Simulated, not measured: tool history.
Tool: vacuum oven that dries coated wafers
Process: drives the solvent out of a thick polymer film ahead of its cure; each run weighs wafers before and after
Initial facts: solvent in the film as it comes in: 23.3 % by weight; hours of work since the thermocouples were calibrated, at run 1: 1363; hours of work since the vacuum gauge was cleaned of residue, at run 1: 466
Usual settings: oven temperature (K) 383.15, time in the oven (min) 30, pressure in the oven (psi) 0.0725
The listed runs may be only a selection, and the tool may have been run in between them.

run    hour  oven temperature (K)  time in the oven (min)  pressure in the oven (psi)  hours of work since the thermocouples were calibrated  hours of work since the vacuum gauge was cleaned of residue  solvent left in the film (%)
  1       0                383.15                      30                      0.0725                                                   1363                                                          466                          1.96
  2    31.5                383.15                      30                      0.0725                                                   1382                                                          484                          1.88
  3      62                383.15                      30                      0.0725                                                   1400                                                          503                          1.92
  4    90.3                383.15                      30                      0.0725                                                   1417                                                          519                          1.95
  5   127.9                383.15                      30                      0.0725                                                   1440                                                          542                          1.92
  6   149.1                383.15                      30                      0.0725                                                   1452                                                          555                          1.91
  7   175.2                383.15                      30                      0.0725                                                   1468                                                          570                          1.94
  8   207.9                379.15                      30                      0.0725                                                   1488                                                          590                          2.52
  9   254.5                379.15                      30                      0.0725                                                   1515                                                          617                           2.6
      282.7  -- oven's thermocouples calibrated
 10   284.8                379.15                      30                      0.0725                                                      1                                                          634                          2.23
 11   324.2                379.15                      30                      0.0725                                                     25                                                          658                          2.38
 12   346.8                379.15                      30                      0.0725                                                     38                                                          671                          2.37
 13   368.3                379.15                      30                      0.0725                                                     51                                                          684                          2.31
 14   405.1                379.15                      30                      0.0725                                                     73                                                          706                          2.27
 15   441.6                383.15                      30                      0.0725                                                     95                                                          728                          1.79
 16   470.8                383.15                      30                      0.0725                                                    112                                                          745                          1.77
 17     500                383.15                      30                      0.0725                                                    130                                                          763                          1.86
 18   523.3                383.15                      30                      0.0725                                                    144                                                          777                          1.76
 19   567.9                383.15                      30                      0.0725                                                    170                                                          803                          1.77
 20   611.4                383.15                      30                      0.0725                                                    196                                                          829                          1.84
 21   648.7                383.15                      30                      0.0725                                                    218                                                          851                          1.85
 22     678                383.15                      30                      0.0725                                                    236                                                          869                          1.85
 23   708.1                383.15                      30                      0.0725                                                    254                                                          887                          1.92
 24   747.3                383.15                      30                      0.0725                                                    277                                                          910                          1.95
 25   767.8                370.15                      15                      0.2289                                                    290                                                          923                         10.15
 26   808.3                370.15                      15                      0.2289                                                    314                                                          947                         10.12
 27   849.8                385.15                      17                      0.0725                                                    338                                                          972                          3.71
 28   894.2                385.15                      17                      0.0725                                                    365                                                          998                          3.81
      900.1  -- vacuum gauge cleaned of residue and calibrated
 29   916.5                389.15                      17                      0.2599                                                    377                                                           10                           4.2
 30   948.7                368.15                      32                      0.0854                                                    397                                                           29                          5.17
 31   969.7                387.15                      17                      0.0854                                                    409                                                           42                          3.53
 32     999                387.15                      17                      0.0854                                                    427                                                           59                          3.48
 33  1025.2                370.15                      19                      0.0525                                                    442                                                           75                          7.19
 34    1070                370.15                      19                      0.0525                                                    469                                                          101                          7.42
 35  1114.2                370.15                      19                      0.0525                                                    495                                                          128                           7.3
     1127.7  -- vacuum gauge cleaned of residue and calibrated, once more
 36    1135                370.15                      28                      0.0525                                                    507                                                            4                          3.93
 37  1178.4                370.15                      23                      0.0672                                                    533                                                           30                          5.34
 38  1201.6                370.15                      20                      0.0558                                                    547                                                           44                          6.23
 39  1225.1                370.15                      20                      0.0558                                                    561                                                           58                          6.28
 40  1250.5                370.15                      20                      0.0558                                                    576                                                           73                          6.34
 41  1279.5                378.15                      44                       0.074                                                    593                                                           91                          1.25
 42  1316.2                386.15                      43                       0.074                                                    615                                                          113                          0.74
 43  1355.2                383.15                      30                      0.0412                                                    638                                                          136                           1.3
 44    1395                378.15                      27                      0.0725                                                    662                                                          160                          2.81
 45  1415.1                372.15                      23                      0.0901                                                    674                                                          172                          5.17
 46  1443.1                397.15                      24                      0.0725                                                    691                                                          188                          0.72
 47  1481.4                369.15                      27                      0.0882                                                    714                                                          211                          5.27

A few steps of solvent left in the film (%) between consecutive runs. Split each: what settings, incoming material and random variation would produce without the hidden state, and what is left over for the hidden state, along with gauge scatter present in only one of the two compared results (measured, and without hidden state):
Hidden state at play: true wafer temperature over the reading, C; true pressure over the reading, kPa; drift of the gauge itself on solvent_pct, %.
Run 24 -> 25: oven temperature (K) 383.15 -> 370.15, time in the oven (min) 30 -> 15, pressure in the oven (psi) 0.0725 -> 0.2289. solvent left in the film (%) +8.2: hidden state +0.3, all else +7.9.
Run 26 -> 27: oven temperature (K) 370.15 -> 385.15, time in the oven (min) 15 -> 17, pressure in the oven (psi) 0.2289 -> 0.0725. solvent left in the film (%) -6.41: hidden state -0.25, all else -6.16.
Run 29 -> 30: oven temperature (K) 389.15 -> 368.15, time in the oven (min) 17 -> 32, pressure in the oven (psi) 0.2599 -> 0.0854. solvent left in the film (%) +0.97: hidden state +0.58, all else +0.39.
Run 35 -> 36: time in the oven (min) 19 -> 28, vacuum gauge cleaned of residue and calibrated, once more. solvent left in the film (%) -3.37: hidden state -0.96, all else -2.41.
Run 40 -> 41: oven temperature (K) 370.15 -> 378.15, time in the oven (min) 20 -> 44, pressure in the oven (psi) 0.0558 -> 0.074. solvent left in the film (%) -5.09: hidden state -0.34, all else -4.75.
Run 46 -> 47: oven temperature (K) 397.15 -> 369.15, time in the oven (min) 24 -> 27, pressure in the oven (psi) 0.0725 -> 0.0882. solvent left in the film (%) +4.55: hidden state +0.54, all else +4.01.
